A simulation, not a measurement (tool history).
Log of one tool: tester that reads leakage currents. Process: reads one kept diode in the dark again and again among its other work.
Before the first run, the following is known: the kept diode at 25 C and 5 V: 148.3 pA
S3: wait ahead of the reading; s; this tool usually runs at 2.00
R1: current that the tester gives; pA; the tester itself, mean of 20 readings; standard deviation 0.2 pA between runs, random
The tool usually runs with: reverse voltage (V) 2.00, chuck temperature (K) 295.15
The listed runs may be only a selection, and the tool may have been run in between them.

Run 1, hour 0.0: usual settings. Result: R1 68.02 pA.
Run 2, hour 31.6: usual settings. Result: R1 68.34 pA.
Run 3, hour 66.9: usual settings. Result: R1 68.58 pA.
Run 4, hour 110.0: usual settings. Result: R1 68.87 pA.
Run 5, hour 142.1: usual settings. Result: R1 68.83 pA.
Run 6, hour 165.9: usual settings. Result: R1 69.32 pA.
Run 7, hour 200.9: usual settings but reverse voltage (V) 1.37. Result: R1 55.15 pA.
Run 8, hour 230.9: usual settings but S3 0.77 s. Result: R1 69.43 pA.
Run 9, hour 260.5: usual settings but S3 0.77 s. Result: R1 69.14 pA.
Run 10, hour 304.3: usual settings but S3 0.77 s. Result: R1 69.48 pA.
Run 11, hour 342.3: usual settings but S3 0.77 s. Result: R1 69.82 pA.
Run 12, hour 385.7: usual settings but reverse voltage (V) 1.71. Result: R1 63.78 pA.
Run 13, hour 405.1: usual settings but reverse voltage (V) 1.56, chuck temperature (K) 314.15, S3 2.59 s. Result: R1 343.61 pA.
Run 14, hour 434.9: usual settings but reverse voltage (V) 7.59, S3 8.31 s. Result: R1 155.68 pA.
Run 15, hour 478.7: usual settings but chuck temperature (K) 308.15, S3 0.69 s. Result: R1 235.38 pA.
Run 16, hour 523.9: usual settings but reverse voltage (V) 6.47, chuck temperature (K) 311.15, S3 0.31 s. Result: R1 618.55 pA.
Run 17, hour 560.0: usual settings but reverse voltage (V) 18.08, chuck temperature (K) 311.15, S3 4.65 s. Result: R1 1141.86 pA.
Run 18, hour 601.3: usual settings but reverse voltage (V) 1.63, chuck temperature (K) 328.15, S3 1.36 s. Result: R1 1131.78 pA.
Run 19, hour 625.7: usual settings but reverse voltage (V) 1.31, chuck temperature (K) 328.15, S3 1.45 s. Result: R1 995.85 pA.
Run 20, hour 658.3: usual settings but reverse voltage (V) 1.47. Result: R1 59.12 pA.
Run 21, hour 681.7: usual settings but reverse voltage (V) 3.64, chuck temperature (K) 297.15, S3 0.57 s. Result: R1 123.52 pA.

Alternative continuations, all from the tool just after run 21; predict every row:
Run A, hour 717.9: usual settings but reverse voltage (V) 3.64, chuck temperature (K) 309.15, S3 0.57 s. Result: R1 ?.
Run B, hour 717.9: usual settings but reverse voltage (V) 3.64, chuck temperature (K) 297.15, S3 4.72 s. Result: R1 ?.
Run C, hour 717.9: usual settings but chuck temperature (K) 316.15. Result: R1 ?.
Run D, hour 717.9: usual settings but reverse voltage (V) 1.01. Result: R1 ?.
Run E, hour 717.9: usual settings but reverse voltage (V) 5.92, chuck temperature (K) 301.15, S3 4.90 s. Result: R1 ?.

run      R1
  A  371.26
  B  124.00
  C  479.00
  D   47.76
  E  241.28
Take away the tool's hidden state, keep each run's random variation, and the runs would have read:
run      R1
  A  342.01
  B  112.05
  C  444.41
  D   43.33
  E  219.20
